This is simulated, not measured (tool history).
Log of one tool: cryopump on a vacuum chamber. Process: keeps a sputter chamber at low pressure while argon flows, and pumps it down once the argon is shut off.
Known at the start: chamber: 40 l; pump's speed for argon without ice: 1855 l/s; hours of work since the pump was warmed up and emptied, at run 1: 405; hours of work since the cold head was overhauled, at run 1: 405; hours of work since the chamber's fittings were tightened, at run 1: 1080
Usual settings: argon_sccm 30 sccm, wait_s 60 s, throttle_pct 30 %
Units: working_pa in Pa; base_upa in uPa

run	hour	argon_sccm	wait_s	throttle_pct	hours of work since the pump was warmed up and emptied	hours of work since the cold head was overhauled	hours of work since the chamber's fittings were tightened	working_pa	base_upa
1	0	30	60	30	405	405	1080	0.0933	1.07
2	86	30	60	30	478	478	1153	0.0954	1.08
3	196.6	30	60	30	572	572	1246	0.095	1.07
4	272.6	30	60	30	636	636	1311	0.0946	1.1
5	386.8	30	60	30	733	733	1408	0.0948	1.12
6	491.4	30	60	30	821	821	1496	0.0975	1.18
7	556.1	30	60	30	876	876	1551	0.0968	1.2
8	616.7	30	60	30	927	927	1602	0.0977	1.23
9	731.5	30	224	30	1025	1025	1699	0.0977	0.77
10	781.7	30	224	30	1067	1067	1742	0.0979	0.78
# hour 806.7: pump warmed up, emptied and cooled again
11	883.7	30	224	30	65	1149	1824	0.091	0.72
12	985	30	224	30	151	1235	1910	0.0917	0.71
13	1039.8	30	224	30	197	1281	1956	0.0929	0.75
14	1098.3	17	60	30	247	1331	2006	0.0539	1.25
15	1189	17	60	30	324	1408	2083	0.0525	1.25
16	1264.6	17	60	30	388	1472	2147	0.0534	1.26
17	1352.9	14	60	30	463	1546	2221	0.0436	1.26
18	1413.6	27	60	35	514	1598	2273	0.0741	1.3
19	1478.5	28	40	30	569	1653	2328	0.0894	1.68
20	1540.4	28	117	48	621	1705	2380	0.0564	1.07
21	1637.2	28	117	48	703	1787	2462	0.0586	1.05
22	1700.4	27	190	33	757	1841	2516	0.0797	0.96
23	1786.2	27	23	33	829	1913	2588	0.08	2.46
24	1835.5	27	23	33	871	1955	2630	0.0808	2.41
25	1910.9	27	23	33	935	2019	2694	0.0803	2.49
26	2021.5	54	214	33	1029	2113	2787	0.1633	1.08
# hour 2095: pump warmed up, emptied and cooled again
27	2106.4	45	37	32	10	2180	2855	0.1296	1.72
28	2185.9	13	60	30	77	2248	2922	0.0399	1.41
29	2276.8	30	190	30	154	2325	2999	0.0935	0.96
30	2372.2	30	190	49	235	2405	3080	0.0585	1
# hour 2454: leaking fittings of the chamber tightened, without venting
31	2461.6	26	60	57	309	2479	6	0.0442	0.79
32	2545.1	13	205	22	379	2550	77	0.0564	0.37
33	2654.6	30	103	30	472	2643	170	0.0943	0.56

5 ways to go on from here, each from the tool as it stands after run 33. What would each give?
A	2706.1	30	202	35	516	2686	214	?	?
B	2706.1	30	127	30	516	2686	214	?	?
C	2706.1	13	189	30	516	2686	214	?	?
D	2706.1	30	136	27	516	2686	214	?	?
E	2706.1	22	141	30	516	2686	214	?	?

run	working_pa	base_upa
A	0.0829	0.43
B	0.0943	0.57
C	0.0416	0.46
D	0.1057	0.58
E	0.0698	0.51
Without the tool's hidden state the same runs would have given:
run	working_pa	base_upa
A	0.0787	0.34
B	0.0902	0.48
C	0.0398	0.37
D	0.1015	0.49
E	0.0668	0.42
